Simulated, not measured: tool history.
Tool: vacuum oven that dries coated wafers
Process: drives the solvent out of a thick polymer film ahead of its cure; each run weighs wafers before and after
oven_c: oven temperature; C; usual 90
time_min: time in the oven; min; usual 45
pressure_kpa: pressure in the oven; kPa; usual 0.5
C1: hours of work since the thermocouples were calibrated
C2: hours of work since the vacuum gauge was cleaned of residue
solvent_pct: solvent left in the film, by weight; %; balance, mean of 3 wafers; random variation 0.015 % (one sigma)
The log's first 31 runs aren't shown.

At day 18.746: oven's thermocouples calibrated, once more.
Run 32, day 18.896: usual settings but oven_c 83 C, time_min 24 min, pressure_kpa 1.18 kPa; C1 3; C2 915. Result: solvent_pct 5.78 %.
Run 33, day 19.5: usual settings but oven_c 85 C, time_min 48 min, pressure_kpa 0.669 kPa; C1 14; C2 927. Result: solvent_pct 1.95 %.
Run 34, day 20.233: usual settings but time_min 64 min, pressure_kpa 0.669 kPa; C1 28; C2 940. Result: solvent_pct 0.73 %.
Run 35, day 20.962: usual settings but oven_c 76 C, pressure_kpa 1.656 kPa; C1 41; C2 954. Result: solvent_pct 5.48 %.
Run 36, day 21.383: usual settings but time_min 23 min, pressure_kpa 0.857 kPa; C1 49; C2 962. Result: solvent_pct 3.67 %.
Run 37, day 21.862: usual settings but time_min 23 min, pressure_kpa 0.857 kPa; C1 58; C2 971. Result: solvent_pct 3.64 %.
Run 38, day 22.208: usual settings but oven_c 100 C, time_min 25 min, pressure_kpa 0.539 kPa; C1 65; C2 977. Result: solvent_pct 1.1 %.
Run 39, day 22.671: usual settings but oven_c 89 C, time_min 43 min; C1 73; C2 986. Result: solvent_pct 1.42 %.
Run 40, day 23.162: usual settings but oven_c 84 C, time_min 32 min, pressure_kpa 0.843 kPa; C1 82; C2 995. Result: solvent_pct 3.86 %.
Run 41, day 23.525: usual settings but oven_c 81 C, time_min 80 min; C1 89; C2 1002. Result: solvent_pct 1.24 %.
Run 42, day 24.254: usual settings but oven_c 98 C, time_min 53 min; C1 103; C2 1015. Result: solvent_pct 0.4 %.
Run 43, day 24.725: usual settings but time_min 39 min; C1 112; C2 1024. Result: solvent_pct 1.46 %.
Run 44, day 25.404: usual settings but oven_c 77 C, time_min 50 min; C1 124; C2 1037. Result: solvent_pct 3.67 %.
Run 45, day 25.821: usual settings but oven_c 81 C; C1 132; C2 1045. Result: solvent_pct 2.99 %.
Run 46, day 26.658: usual settings but oven_c 91 C, time_min 59 min; C1 148; C2 1060. Result: solvent_pct 0.67 %.
Run 47, day 27.379: usual settings but oven_c 91 C, time_min 59 min, pressure_kpa 1.554 kPa; C1 161; C2 1074. Result: solvent_pct 1.32 %.

4 ways to go on from here, each from the tool as it stands after run 47. What would each give?
Run A, day 27.921: usual settings but oven_c 91 C, time_min 59 min, pressure_kpa 0.882 kPa; C1 171; C2 1084. Result: solvent_pct ?.
Run B, day 27.921: usual settings but time_min 43 min, pressure_kpa 1.473 kPa; C1 171; C2 1084. Result: solvent_pct ?.
Run C, day 27.921: usual settings but oven_c 85 C, time_min 25 min, pressure_kpa 1.995 kPa; C1 171; C2 1084. Result: solvent_pct ?.
Run D, day 27.921: usual settings but oven_c 76 C, time_min 28 min, pressure_kpa 0.79 kPa; C1 171; C2 1084. Result: solvent_pct ?.

run  solvent_pct
  A         0.91
  B         1.87
  C         5.36
  D         6.96
Without the tool's hidden state the same runs would have given:
run  solvent_pct
  A         0.79
  B         1.76
  C         5.28
  D         6.85
